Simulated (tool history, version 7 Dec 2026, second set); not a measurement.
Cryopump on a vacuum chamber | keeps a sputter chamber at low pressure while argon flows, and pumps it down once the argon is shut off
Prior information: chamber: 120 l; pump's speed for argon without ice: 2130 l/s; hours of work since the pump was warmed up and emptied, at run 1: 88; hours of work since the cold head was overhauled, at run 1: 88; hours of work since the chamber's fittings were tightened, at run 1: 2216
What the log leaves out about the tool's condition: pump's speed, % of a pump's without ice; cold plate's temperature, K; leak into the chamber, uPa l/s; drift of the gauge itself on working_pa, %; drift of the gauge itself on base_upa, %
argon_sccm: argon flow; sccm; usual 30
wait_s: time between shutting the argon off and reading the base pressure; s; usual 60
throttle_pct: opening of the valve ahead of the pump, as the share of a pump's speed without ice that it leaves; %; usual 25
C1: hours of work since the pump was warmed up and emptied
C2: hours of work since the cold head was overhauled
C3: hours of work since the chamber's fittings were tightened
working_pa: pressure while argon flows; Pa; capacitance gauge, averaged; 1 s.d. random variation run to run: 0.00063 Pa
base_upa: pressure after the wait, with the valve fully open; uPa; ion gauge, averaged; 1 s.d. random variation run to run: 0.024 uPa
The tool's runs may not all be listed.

run 1 day=0.000 | argon_sccm=30 wait_s=60 throttle_pct=25 | C1=88 C2=88 C3=2216 | working_pa=0.0968 base_upa=1.41
run 2 day=2.317 | argon_sccm=30 wait_s=60 throttle_pct=25 | C1=123 C2=123 C3=2251 | working_pa=0.0979 base_upa=1.44
run 3 day=5.092 | argon_sccm=30 wait_s=60 throttle_pct=25 | C1=165 C2=165 C3=2293 | working_pa=0.0972 base_upa=1.49
-- day=5.575 leaking fittings of the chamber tightened, without venting
run 4 day=6.800 | argon_sccm=30 wait_s=60 throttle_pct=25 | C1=189 C2=189 C3=19 | working_pa=0.0987 base_upa=0.89
run 5 day=8.417 | argon_sccm=30 wait_s=60 throttle_pct=25 | C1=214 C2=214 C3=43 | working_pa=0.0991 base_upa=0.89
run 6 day=11.292 | argon_sccm=30 wait_s=60 throttle_pct=25 | C1=257 C2=257 C3=87 | working_pa=0.0996 base_upa=0.89
run 7 day=14.025 | argon_sccm=30 wait_s=60 throttle_pct=49 | C1=299 C2=299 C3=128 | working_pa=0.0532 base_upa=0.90
run 8 day=16.667 | argon_sccm=51 wait_s=60 throttle_pct=25 | C1=339 C2=339 C3=168 | working_pa=0.1711 base_upa=0.93
run 9 day=19.442 | argon_sccm=51 wait_s=60 throttle_pct=25 | C1=381 C2=381 C3=210 | working_pa=0.1733 base_upa=0.96
run 10 day=21.917 | argon_sccm=30 wait_s=60 throttle_pct=25 | C1=418 C2=418 C3=248 | working_pa=0.1015 base_upa=0.92
run 11 day=23.692 | argon_sccm=30 wait_s=60 throttle_pct=25 | C1=445 C2=445 C3=274 | working_pa=0.1023 base_upa=0.97
run 12 day=25.512 | argon_sccm=30 wait_s=60 throttle_pct=25 | C1=473 C2=473 C3=302 | working_pa=0.1032 base_upa=0.96
run 13 day=27.850 | argon_sccm=30 wait_s=60 throttle_pct=25 | C1=508 C2=508 C3=337 | working_pa=0.1042 base_upa=0.98
run 14 day=29.283 | argon_sccm=30 wait_s=60 throttle_pct=23 | C1=530 C2=530 C3=359 | working_pa=0.1113 base_upa=1.02
run 15 day=30.708 | argon_sccm=40 wait_s=289 throttle_pct=19 | C1=552 C2=552 C3=381 | working_pa=0.1799 base_upa=0.48
run 16 day=32.079 | argon_sccm=28 wait_s=107 throttle_pct=46 | C1=572 C2=572 C3=402 | working_pa=0.0573 base_upa=0.76
run 17 day=33.592 | argon_sccm=30 wait_s=202 throttle_pct=19 | C1=595 C2=595 C3=424 | working_pa=0.1362 base_upa=0.57
-- day=36.029 pump warmed up, emptied and cooled again
run 18 day=36.133 | argon_sccm=17 wait_s=211 throttle_pct=33 | C1=2 C2=631 C3=460 | working_pa=0.0413 base_upa=0.47
run 19 day=38.617 | argon_sccm=17 wait_s=211 throttle_pct=33 | C1=39 C2=668 C3=497 | working_pa=0.0417 base_upa=0.46
run 20 day=41.242 | argon_sccm=17 wait_s=211 throttle_pct=33 | C1=79 C2=708 C3=537 | working_pa=0.0423 base_upa=0.52
run 21 day=43.383 | argon_sccm=44 wait_s=114 throttle_pct=43 | C1=111 C2=740 C3=570 | working_pa=0.0835 base_upa=0.69
run 22 day=45.729 | argon_sccm=33 wait_s=120 throttle_pct=15 | C1=147 C2=776 C3=605 | working_pa=0.1782 base_upa=0.68
run 23 day=47.533 | argon_sccm=30 wait_s=126 throttle_pct=25 | C1=174 C2=803 C3=632 | working_pa=0.0968 base_upa=0.68

5 ways to go on from here, each from the tool as it stands after run 23. What would each give?
run A day=49.112 | argon_sccm=22 wait_s=124 throttle_pct=25 | C1=198 C2=827 C3=656 | working_pa=? base_upa=?
run B day=49.112 | argon_sccm=23 wait_s=37 throttle_pct=50 | C1=198 C2=827 C3=656 | working_pa=? base_upa=?
run C day=49.112 | argon_sccm=30 wait_s=80 throttle_pct=32 | C1=198 C2=827 C3=656 | working_pa=? base_upa=?
run D day=49.112 | argon_sccm=16 wait_s=116 throttle_pct=16 | C1=198 C2=827 C3=656 | working_pa=? base_upa=?
run E day=49.112 | argon_sccm=16 wait_s=126 throttle_pct=25 | C1=198 C2=827 C3=656 | working_pa=? base_upa=?

run=A working_pa=0.0714 base_upa=0.67
run=B working_pa=0.0386 base_upa=1.47
run=C working_pa=0.0774 base_upa=0.87
run=D working_pa=0.0821 base_upa=0.76
run=E working_pa=0.0527 base_upa=0.68
What these runs would have given with no unlogged condition in the tool:
run=A working_pa=0.0691 base_upa=0.46
run=B working_pa=0.0362 base_upa=1.26
run=C working_pa=0.0744 base_upa=0.66
run=D working_pa=0.0805 base_upa=0.54
run=E working_pa=0.0511 base_upa=0.47

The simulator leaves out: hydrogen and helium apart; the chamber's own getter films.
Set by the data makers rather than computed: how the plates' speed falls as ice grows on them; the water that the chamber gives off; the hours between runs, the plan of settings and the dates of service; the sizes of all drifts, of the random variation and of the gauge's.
